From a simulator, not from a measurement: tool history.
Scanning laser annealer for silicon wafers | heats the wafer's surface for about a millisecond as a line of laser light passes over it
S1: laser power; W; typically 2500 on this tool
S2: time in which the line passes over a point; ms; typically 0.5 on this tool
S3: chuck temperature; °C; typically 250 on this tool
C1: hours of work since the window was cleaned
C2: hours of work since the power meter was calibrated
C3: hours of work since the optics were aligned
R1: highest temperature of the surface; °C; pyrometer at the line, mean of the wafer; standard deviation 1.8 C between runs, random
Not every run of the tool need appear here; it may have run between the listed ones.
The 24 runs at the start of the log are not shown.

run   hour    S1     S2   S3   C1   C2    C3    R1
 25  400.3  2650  0.387  250  291  495  1381  1016
 26  412.5  2320   0.47  250  296  500  1386   988
 27  434.8  2480  0.475  228  305  509  1396  1022
 28    449  2480  0.475  228  311  515  1402  1025
 29  468.8  2740  0.467  228  319  523  1410  1104
 30  482.2  2740  0.467  228  325  529  1415  1104
 31  496.1  2257    0.5  250  331  535  1421   991
 32  507.3  2257    0.5  250  335  539  1426   993
 33  527.9  2257    0.5  250  344  548  1434   991
 34    545  2421  0.473  229  351  555  1441  1003
 35    560  2500  0.573  219  357  561  1448  1107
 36  573.2  2716  0.498  275  363  567  1453  1176
 37  588.5  2716  0.498  275  369  573  1459  1171
 38  604.3  2435  0.422  275  376  580  1466  1009
 39  622.5  2435  0.422  275  383  587  1473  1007
 40  637.1  2435   0.56  247  389  593  1480  1098

What if the next run were any one of these 3? Each begins from the tool's condition after run 40:
  A  659.2  2156  0.418  285  398  602  1489   ?
  B  659.2  2220   0.56  247  398  602  1489   ?
  C  659.2  2500   0.44  284  398  602  1489   ?

run    R1
  A   924
  B  1022
  C  1054
Had the tool no hidden state, the same runs would have come out as:
run    R1
  A   925
  B  1022
  C  1055

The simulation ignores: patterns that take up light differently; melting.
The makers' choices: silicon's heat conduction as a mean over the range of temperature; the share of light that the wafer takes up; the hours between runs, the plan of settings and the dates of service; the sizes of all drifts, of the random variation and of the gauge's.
